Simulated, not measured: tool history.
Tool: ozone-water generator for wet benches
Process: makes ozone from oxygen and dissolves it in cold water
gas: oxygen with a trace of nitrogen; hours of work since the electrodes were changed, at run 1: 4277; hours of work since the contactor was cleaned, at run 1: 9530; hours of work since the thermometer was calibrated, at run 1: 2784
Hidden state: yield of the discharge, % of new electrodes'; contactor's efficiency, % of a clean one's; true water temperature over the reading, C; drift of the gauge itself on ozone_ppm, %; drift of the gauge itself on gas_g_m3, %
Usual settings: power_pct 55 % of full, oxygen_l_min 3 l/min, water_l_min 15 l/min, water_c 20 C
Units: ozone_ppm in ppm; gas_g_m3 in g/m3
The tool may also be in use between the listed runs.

run,hour,power_pct,oxygen_l_min,water_l_min,water_c,hours of work since the electrodes were changed,hours of work since the contactor was cleaned,hours of work since the thermometer was calibrated,ozone_ppm,gas_g_m3
1,0,55,3,15,20,4277,9530,2784,16.3,173.8
2,128,55,3,15,19,4384,9637,2891,16.5,173.7
3,275.3,70,3,15,19,4507,9760,3014,19.7,208.3
4,368.7,70,3,16,19,4585,9838,3092,18.5,208.4
# hour 380.2: contactor cleaned
5,505.6,70,3,16,19,4697,105,3203,18.4,208.2
6,632.9,70,3,16,19,4803,211,3310,18.5,207.6
7,715.7,70,3,16,19,4872,281,3379,18.4,208.3
8,789.3,70,3,16,19,4934,342,3441,18.6,208.2
9,903.5,70,3,16,19,5029,438,3536,18.2,207.9
10,1038.6,55,3,15,20,5142,551,3649,16.5,173.4
11,1112.2,55,3,15,20,5204,612,3711,16.2,175.1
12,1245.7,55,3,15,20,5316,724,3823,16.1,174.2
13,1371.1,55,3,15,20,5420,829,3927,16,174.2
14,1470.8,55,3,15,20,5504,912,4011,16.3,175.8
15,1598.2,55,3,15,20,5610,1019,4117,16.2,174.6
16,1662.3,55,3,15,18,5664,1072,4171,16.7,172.7
17,1746.2,55,3,20,25,5734,1143,4241,11.6,175.6
18,1895.5,55,1.72,15,21,5859,1267,4366,13,204.6
19,2021.9,55,1.72,15,21,5965,1373,4472,13.1,206.9
20,2150.5,55,1.7,16,16,6072,1481,4579,12.8,207
21,2255.1,75,2.98,16,26,6160,1568,4667,17.8,218.3
22,2348.6,75,2.98,11,26,6238,1646,4745,24.1,216.3
23,2464.8,55,4.28,24,20,6335,1744,4842,11.1,155.9
24,2527.5,48,4.28,15,20,6388,1796,4895,16.1,140.9
25,2658.4,89,1.76,23,12,6497,1906,5004,12.4,292
26,2786.4,55,3,15,27,6604,2013,5111,14.9,174.6
27,2923.9,55,3,14,20,6719,2128,5226,17.2,173.2

The next listed run, before its measurement:
28,2996.3,55,3,14,20,6780,2188,5287,?,?

ozone_ppm: 17.3 ppm
gas_g_m3: 175.5 g/m3
Without the tool's hidden state the same run would have given ozone_ppm 17.3 ppm, gas_g_m3 175.6 g/m3.
